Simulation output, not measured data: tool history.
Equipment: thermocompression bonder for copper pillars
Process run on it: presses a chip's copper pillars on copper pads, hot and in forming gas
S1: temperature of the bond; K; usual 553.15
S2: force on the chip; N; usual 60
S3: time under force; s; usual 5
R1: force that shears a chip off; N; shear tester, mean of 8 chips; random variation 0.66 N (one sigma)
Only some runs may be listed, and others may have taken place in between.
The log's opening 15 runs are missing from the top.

Run 16, hour 450.8: usual settings but S3 14 s. Result: R1 53.3 N.
Run 17, hour 487.8: usual settings but S3 14 s. Result: R1 52.9 N.
At hour 497.2: forming gas filter changed.
Run 18, hour 506.5: usual settings but S3 14 s. Result: R1 57.7 N.
Run 19, hour 529.6: usual settings. Result: R1 42.3 N.
Run 20, hour 555.2: usual settings. Result: R1 40.6 N.
At hour 561.3: heater calibrated with a thermocouple chip.
Run 21, hour 601.5: usual settings but S1 546.15 K, S3 8 s. Result: R1 40.2 N.
Run 22, hour 625.3: usual settings but S1 546.15 K, S3 8 s. Result: R1 39.0 N.
Run 23, hour 663.7: usual settings but S1 546.15 K, S3 8 s. Result: R1 38.8 N.
Run 24, hour 691.3: usual settings but S1 546.15 K, S3 8 s. Result: R1 39.5 N.
Run 25, hour 716.2: usual settings but S1 537.15 K, S2 78 N. Result: R1 37.2 N.
At hour 732.9: heater calibrated with a thermocouple chip, once more.
At hour 756.0: force cell calibrated.
Run 26, hour 762.4: usual settings but S2 38 N. Result: R1 24.6 N.
Run 27, hour 791.5: usual settings but S2 63 N, S3 11 s. Result: R1 55.7 N.
Run 28, hour 835.7: usual settings but S1 532.15 K, S2 62 N, S3 3 s. Result: R1 25.8 N.
Run 29, hour 871.3: usual settings but S1 532.15 K, S2 39 N, S3 4 s. Result: R1 15.2 N.
Run 30, hour 912.2: usual settings but S1 532.15 K, S2 39 N, S3 4 s. Result: R1 15.3 N.
Run 31, hour 942.7: usual settings but S1 564.15 K, S2 67 N, S3 7 s. Result: R1 57.4 N.
At hour 987.2: forming gas filter changed.
Run 32, hour 987.2: usual settings but S1 561.15 K, S2 88 N, S3 3 s. Result: R1 56.9 N.
Run 33, hour 1014.9: usual settings but S1 573.15 K, S2 79 N, S3 3 s. Result: R1 57.9 N.
Run 34, hour 1048.1: usual settings but S1 559.15 K, S2 79 N, S3 8 s. Result: R1 68.4 N.
Run 35, hour 1084.1: usual settings but S1 581.15 K, S2 79 N, S3 8 s. Result: R1 79.2 N.
Run 36, hour 1124.4: usual settings but S1 554.15 K, S2 38 N. Result: R1 25.0 N.
Run 37, hour 1163.2: usual settings but S1 578.15 K, S2 70 N, S3 11 s. Result: R1 74.7 N.
Run 38, hour 1201.3: usual settings but S2 45 N, S3 11 s. Result: R1 38.9 N.

What if the next run were any one of these 4? Each begins from the tool's condition after run 38:
Run A, hour 1221.3: usual settings but S1 524.15 K, S3 6 s. Result: R1 ?.
Run B, hour 1221.3: usual settings but S1 540.15 K. Result: R1 ?.
Run C, hour 1221.3: usual settings but S2 73 N. Result: R1 ?.
Run D, hour 1221.3: usual settings but S1 530.15 K, S2 62 N. Result: R1 ?.

run    R1
  A  28.3
  B  32.9
  C  49.2
  D  29.5
Take away the tool's hidden state, keep each run's random variation, and the runs would have read:
run    R1
  A  31.4
  B  36.3
  C  53.8
  D  32.7

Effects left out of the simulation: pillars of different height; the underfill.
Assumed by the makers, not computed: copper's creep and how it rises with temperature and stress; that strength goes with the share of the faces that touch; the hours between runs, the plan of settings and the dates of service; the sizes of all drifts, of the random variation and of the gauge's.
